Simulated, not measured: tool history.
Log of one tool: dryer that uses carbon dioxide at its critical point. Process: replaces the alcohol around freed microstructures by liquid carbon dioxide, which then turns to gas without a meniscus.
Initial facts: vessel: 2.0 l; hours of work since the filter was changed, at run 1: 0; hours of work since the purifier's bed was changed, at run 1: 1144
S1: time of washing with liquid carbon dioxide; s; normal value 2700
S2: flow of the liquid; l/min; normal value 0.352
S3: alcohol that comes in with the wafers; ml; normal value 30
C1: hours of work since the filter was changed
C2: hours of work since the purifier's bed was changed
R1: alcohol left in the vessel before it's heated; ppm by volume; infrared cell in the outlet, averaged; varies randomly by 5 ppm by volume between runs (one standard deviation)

{"run": 1, "hour": 0.0, "S1": 2700, "S2": 0.352, "S3": 30, "C1": 0, "C2": 1144, "R1": 189}
{"run": 2, "hour": 31.6, "S1": 2700, "S2": 0.588, "S3": 30, "C1": 21, "C2": 1165, "R1": 180}
{"run": 3, "hour": 91.8, "S1": 2700, "S2": 0.588, "S3": 30, "C1": 61, "C2": 1206, "R1": 174}
{"run": 4, "hour": 134.5, "S1": 2700, "S2": 0.588, "S3": 30, "C1": 90, "C2": 1234, "R1": 191}
{"run": 5, "hour": 167.9, "S1": 2700, "S2": 0.352, "S3": 30, "C1": 112, "C2": 1256, "R1": 209}
{"run": 6, "hour": 216.5, "S1": 2700, "S2": 0.352, "S3": 50, "C1": 145, "C2": 1289, "R1": 232}
{"run": 7, "hour": 259.4, "S1": 2700, "S2": 0.352, "S3": 30, "C1": 173, "C2": 1318, "R1": 219}
{"run": 8, "hour": 318.3, "S1": 1920, "S2": 0.352, "S3": 30, "C1": 213, "C2": 1357, "R1": 365}
{"run": 9, "hour": 379.7, "S1": 1920, "S2": 0.352, "S3": 30, "C1": 254, "C2": 1398, "R1": 383}
{"run": 10, "hour": 431.1, "S1": 1920, "S2": 0.352, "S3": 30, "C1": 288, "C2": 1433, "R1": 398}
{"hour": 438.5, "done": "purifier's bed changed"}
{"run": 11, "hour": 459.6, "S1": 2700, "S2": 0.347, "S3": 30, "C1": 305, "C2": 14, "R1": 45}
{"run": 12, "hour": 488.1, "S1": 2700, "S2": 0.347, "S3": 30, "C1": 324, "C2": 33, "R1": 43}
{"run": 13, "hour": 526.7, "S1": 2700, "S2": 0.347, "S3": 30, "C1": 350, "C2": 59, "R1": 48}
{"run": 14, "hour": 563.4, "S1": 2700, "S2": 0.347, "S3": 30, "C1": 375, "C2": 84, "R1": 57}
{"run": 15, "hour": 596.4, "S1": 2700, "S2": 0.347, "S3": 30, "C1": 397, "C2": 106, "R1": 59}
{"hour": 626.0, "done": "inlet filter changed"}
{"run": 16, "hour": 626.0, "S1": 2700, "S2": 0.347, "S3": 30, "C1": 0, "C2": 125, "R1": 40}
{"run": 17, "hour": 682.5, "S1": 3360, "S2": 0.352, "S3": 30, "C1": 38, "C2": 162, "R1": 36}
{"run": 18, "hour": 718.8, "S1": 3360, "S2": 0.352, "S3": 30, "C1": 62, "C2": 187, "R1": 37}
{"run": 19, "hour": 778.5, "S1": 2700, "S2": 0.352, "S3": 30, "C1": 102, "C2": 227, "R1": 73}
{"run": 20, "hour": 826.5, "S1": 2700, "S2": 0.352, "S3": 104, "C1": 134, "C2": 259, "R1": 119}
{"run": 21, "hour": 885.9, "S1": 2700, "S2": 0.352, "S3": 104, "C1": 174, "C2": 298, "R1": 131}
{"run": 22, "hour": 937.0, "S1": 2220, "S2": 0.352, "S3": 30, "C1": 208, "C2": 333, "R1": 142}
{"run": 23, "hour": 976.8, "S1": 2220, "S2": 0.352, "S3": 30, "C1": 235, "C2": 359, "R1": 140}
{"run": 24, "hour": 1007.7, "S1": 2700, "S2": 0.352, "S3": 30, "C1": 255, "C2": 380, "R1": 102}
{"run": 25, "hour": 1060.5, "S1": 2700, "S2": 0.352, "S3": 30, "C1": 291, "C2": 415, "R1": 105}
{"run": 26, "hour": 1105.3, "S1": 2700, "S2": 0.352, "S3": 30, "C1": 320, "C2": 445, "R1": 112}
{"run": 27, "hour": 1157.1, "S1": 2700, "S2": 0.367, "S3": 51, "C1": 355, "C2": 480, "R1": 127}
{"run": 28, "hour": 1188.6, "S1": 2520, "S2": 0.367, "S3": 51, "C1": 376, "C2": 501, "R1": 158}
{"run": 29, "hour": 1222.6, "S1": 2700, "S2": 0.352, "S3": 65, "C1": 399, "C2": 524, "R1": 166}
{"hour": 1252.4, "done": "inlet filter changed"}
{"run": 30, "hour": 1260.2, "S1": 2700, "S2": 0.549, "S3": 65, "C1": 5, "C2": 548, "R1": 101}
{"run": 31, "hour": 1296.9, "S1": 2700, "S2": 0.549, "S3": 65, "C1": 30, "C2": 573, "R1": 85}
{"run": 32, "hour": 1344.8, "S1": 3420, "S2": 0.229, "S3": 76, "C1": 62, "C2": 605, "R1": 253}
{"run": 33, "hour": 1395.1, "S1": 2400, "S2": 0.229, "S3": 76, "C1": 95, "C2": 638, "R1": 920}
{"run": 34, "hour": 1432.9, "S1": 3180, "S2": 0.229, "S3": 86, "C1": 121, "C2": 664, "R1": 414}
{"run": 35, "hour": 1471.3, "S1": 2340, "S2": 0.516, "S3": 92, "C1": 146, "C2": 689, "R1": 131}
{"run": 36, "hour": 1511.8, "S1": 2520, "S2": 0.299, "S3": 114, "C1": 173, "C2": 716, "R1": 455}
{"run": 37, "hour": 1537.2, "S1": 2220, "S2": 0.394, "S3": 114, "C1": 190, "C2": 733, "R1": 279}
{"run": 38, "hour": 1588.3, "S1": 1680, "S2": 0.55, "S3": 114, "C1": 225, "C2": 767, "R1": 240}
{"run": 39, "hour": 1647.3, "S1": 1680, "S2": 0.24, "S3": 51, "C1": 264, "C2": 807, "R1": 1984}
{"run": 40, "hour": 1706.0, "S1": 1680, "S2": 0.24, "S3": 51, "C1": 303, "C2": 846, "R1": 1981}
{"run": 41, "hour": 1730.9, "S1": 2880, "S2": 0.576, "S3": 21, "C1": 320, "C2": 863, "R1": 137}
{"run": 42, "hour": 1792.3, "S1": 2880, "S2": 0.369, "S3": 41, "C1": 361, "C2": 904, "R1": 166}
{"run": 43, "hour": 1851.1, "S1": 2880, "S2": 0.226, "S3": 46, "C1": 400, "C2": 943, "R1": 581}
{"hour": 1876.6, "done": "inlet filter changed"}
{"run": 44, "hour": 1912.4, "S1": 2280, "S2": 0.391, "S3": 30, "C1": 24, "C2": 984, "R1": 190}
{"run": 45, "hour": 1972.7, "S1": 2280, "S2": 0.441, "S3": 30, "C1": 64, "C2": 1024, "R1": 177}
{"run": 46, "hour": 2027.4, "S1": 1740, "S2": 0.525, "S3": 35, "C1": 101, "C2": 1060, "R1": 202}
{"run": 47, "hour": 2074.1, "S1": 2700, "S2": 0.352, "S3": 26, "C1": 132, "C2": 1092, "R1": 206}

A few steps of R1 between consecutive runs. Split each: what settings, incoming material and random variation would produce without the hidden state, and what is left over for the hidden state, along with gauge scatter present in only one of the two compared results (measured, and without hidden state):
What the log doesn't record here: flow that reaches the vessel past the clogged filter, %; alcohol in the recycled carbon dioxide, ppm; drift of the gauge itself on alcohol_ppm, %.
Run 10 -> 11: S1 1920 -> 2700, S2 0.352 -> 0.347, purifier's bed changed. R1 -353 ppm by volume: hidden state -261, all else -92.
Run 32 -> 33: S1 3420 -> 2400. R1 +667 ppm by volume: hidden state +80, all else +587.
Run 38 -> 39: S2 0.55 -> 0.24, S3 114 -> 51. R1 +1744 ppm by volume: hidden state +379, all else +1365.
Run 40 -> 41: S1 1680 -> 2880, S2 0.24 -> 0.576, S3 51 -> 21. R1 -1844 ppm by volume: hidden state -467, all else -1377.
